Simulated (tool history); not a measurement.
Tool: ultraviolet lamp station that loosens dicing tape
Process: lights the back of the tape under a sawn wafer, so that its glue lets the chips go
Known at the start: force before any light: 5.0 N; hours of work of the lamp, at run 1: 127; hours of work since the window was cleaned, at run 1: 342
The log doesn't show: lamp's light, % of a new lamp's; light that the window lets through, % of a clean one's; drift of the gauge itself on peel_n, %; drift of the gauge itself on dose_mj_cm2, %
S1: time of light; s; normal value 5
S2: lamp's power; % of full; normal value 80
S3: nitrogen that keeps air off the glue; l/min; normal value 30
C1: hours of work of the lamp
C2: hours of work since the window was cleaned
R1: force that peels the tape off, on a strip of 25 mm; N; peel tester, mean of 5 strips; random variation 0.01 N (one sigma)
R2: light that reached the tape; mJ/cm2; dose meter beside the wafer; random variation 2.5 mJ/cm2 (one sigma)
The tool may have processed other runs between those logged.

run	hour	S1	S2	S3	C1	C2	R1	R2
1	0.0	5	80	30	127	342	0.555	261
2	8.8	5	80	30	131	346	0.553	260
3	13.9	5	80	30	133	349	0.551	260
4	20.1	5	80	30	136	352	0.548	259
5	26.3	5	80	30	139	355	0.560	257
# hour 27.4: window cleaned of glue's vapour
6	35.5	5	80	30	144	4	0.574	258
7	39.7	5	88	30	146	6	0.485	281
8	46.2	6	88	13	149	9	0.578	340
9	50.7	3	88	38	151	11	1.008	169
10	56.3	3	88	38	154	14	0.996	168
11	63.6	3	88	38	157	18	1.010	167
# hour 64.9: window cleaned of glue's vapour, once more
12	68.7	3	74	28	159	2	1.215	159
13	76.9	3	74	28	163	6	1.273	157
14	81.3	5	80	11	166	8	0.837	285

Here are 4 independent what-if runs from the current tool condition. What would each one return?
A	86.6	5	80	9	168	10	?	?
B	86.6	2	80	30	168	10	?	?
C	86.6	7	84	22	168	10	?	?
D	86.6	2	62	11	168	10	?	?

run	R1	R2
A	0.883	284
B	1.795	112
C	0.305	416
D	2.776	90
What these runs would have given with no unlogged condition in the tool:
run	R1	R2
A	0.832	295
B	1.726	117
C	0.290	432
D	2.713	93
